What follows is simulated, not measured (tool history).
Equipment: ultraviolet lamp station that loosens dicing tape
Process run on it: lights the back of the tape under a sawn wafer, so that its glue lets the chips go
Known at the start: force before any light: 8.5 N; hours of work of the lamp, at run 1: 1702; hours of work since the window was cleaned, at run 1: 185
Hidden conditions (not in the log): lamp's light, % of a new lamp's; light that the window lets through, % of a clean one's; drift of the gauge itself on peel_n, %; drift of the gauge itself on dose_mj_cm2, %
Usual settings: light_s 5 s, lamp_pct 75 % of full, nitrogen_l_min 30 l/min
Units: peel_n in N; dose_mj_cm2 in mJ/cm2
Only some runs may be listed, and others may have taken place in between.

run	day	light_s	lamp_pct	nitrogen_l_min	hours of work of the lamp	hours of work since the window was cleaned	peel_n	dose_mj_cm2
1	0	5	75	30	1702	185	0.435	385
2	1.5	5	75	30	1728	211	0.456	383
3	2.992	5	75	30	1753	236	0.473	378
4	5.6	5	75	30	1797	281	0.488	369
5	7.062	5	75	30	1822	305	0.49	369
6	9.908	5	75	30	1871	354	0.529	368
# day 12.262: lamp changed
7	12.6	5	75	30	6	399	0.243	474
8	14.654	5	75	30	41	434	0.254	467
9	17.762	5	75	30	93	487	0.279	461
10	20.504	5	75	30	140	533	0.284	452
# day 21.021: window cleaned of glue's vapour
11	23.838	5	75	30	196	48	0.213	502
12	26.65	5	75	30	244	96	0.229	493
13	29.271	5	87	30	289	140	0.15	563
14	30.958	5	87	30	317	169	0.155	560
15	33.946	5	74	30	368	220	0.259	462
16	35.433	2	65	51	394	245	1.782	163
17	38.988	4	91	16	454	305	0.583	438
18	41.679	4	91	16	500	351	0.624	433
19	44.679	4	91	16	551	402	0.635	426
20	46.504	3	70	26	582	433	1.379	241
21	49.188	3	95	41	627	479	0.536	322
22	52.775	8	75	53	688	540	0.078	672
# day 52.979: window cleaned of glue's vapour
23	55.492	8	93	11	734	43	0.135	925
24	58.658	8	78	11	788	97	0.183	760
25	60.788	8	94	20	824	133	0.079	903
26	64.108	8	94	20	881	189	0.083	887
27	66.571	3	94	20	923	231	0.917	325
28	68.454	3	78	26	955	263	1.14	266
29	71.592	5	75	11	1008	316	0.908	418

What differs in the tool's unlogged condition from the final listed run ahead of each entry between runs to the first listed run following it?
After run 6, before run 7: lamp changed (day 12.262)
  lamp's light, % of a new lamp's: 74 -> 99; light that the window lets through, % of a clean one's: 91.7 -> 90.8
  the result without the hidden state subtracted from the measured one, peel_n: +0.342 -> +0.063 N; dose_mj_cm2: -172 -> -54 mJ/cm2
After run 10, before run 11: window cleaned of glue's vapour (day 21.021)
  lamp's light, % of a new lamp's: 97.1 -> 96.3; light that the window lets through, % of a clean one's: 87.8 -> 98.7
  the result without the hidden state subtracted from the measured one, peel_n: +0.102 -> +0.027 N; dose_mj_cm2: -78 -> -26 mJ/cm2
After run 22, before run 23: window cleaned of glue's vapour (day 52.979)
  lamp's light, % of a new lamp's: 89.6 -> 89; light that the window lets through, % of a clean one's: 87.6 -> 98.9
  the result without the hidden state subtracted from the measured one, peel_n: +0.011 -> +0.027 N; dose_mj_cm2: -184 -> -125 mJ/cm2
